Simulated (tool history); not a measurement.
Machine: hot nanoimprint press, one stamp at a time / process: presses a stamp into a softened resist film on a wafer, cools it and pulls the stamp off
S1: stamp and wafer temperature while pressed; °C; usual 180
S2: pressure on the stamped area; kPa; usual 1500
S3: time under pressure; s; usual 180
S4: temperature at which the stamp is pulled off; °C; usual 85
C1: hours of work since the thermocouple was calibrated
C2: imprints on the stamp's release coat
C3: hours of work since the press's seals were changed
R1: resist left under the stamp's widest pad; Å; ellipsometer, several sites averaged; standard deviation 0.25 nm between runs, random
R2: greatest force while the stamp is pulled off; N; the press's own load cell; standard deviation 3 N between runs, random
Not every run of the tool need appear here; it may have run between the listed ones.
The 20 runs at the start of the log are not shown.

run   hour   S1    S2   S3  S4   C1   C2   C3    R1   R2
 21  135.0  183   910  180  85  130  769   74  1343  138
 22  144.6  184  1380  180  79  135  785   79  1092  150
 23  150.0  184  1380  180  79  138  794   82  1101  153
 24  159.1  177  1260  123  75  143  809   87  1569  162
 25  168.8  180  1500  135  78  148  825   91  1313  156
 26  178.7  180  1500  135  78  153  842   97  1316  158
 27  183.2  170  1500  135  75  155  849   99  1711  164
 28  190.4  170  1500  135  75  159  862  103  1712  160
 29  198.8  181  1350  180  85  163  876  107  1205  140
 30  209.1  181  1350  180  85  169  893  112  1201  136

Below are 4 alternative next runs, each starting from the tool's condition after run 30. Predict each:
  A  215.8  181  1350  180  73  172  904  116   ?   ?
  B  215.8  181  1350  139  86  172  904  116   ?   ?
  C  215.8  176  1500  232  91  172  904  116   ?   ?
  D  215.8  181  1350  180  78  172  904  116   ?   ?

run    R1   R2
  A  1205  165
  B  1321  136
  C  1219  124
  D  1202  156
Take away the tool's hidden state, keep each run's random variation, and the runs would have read:
run    R1   R2
  A  1206  165
  B  1321  135
  C  1219  124
  D  1203  156

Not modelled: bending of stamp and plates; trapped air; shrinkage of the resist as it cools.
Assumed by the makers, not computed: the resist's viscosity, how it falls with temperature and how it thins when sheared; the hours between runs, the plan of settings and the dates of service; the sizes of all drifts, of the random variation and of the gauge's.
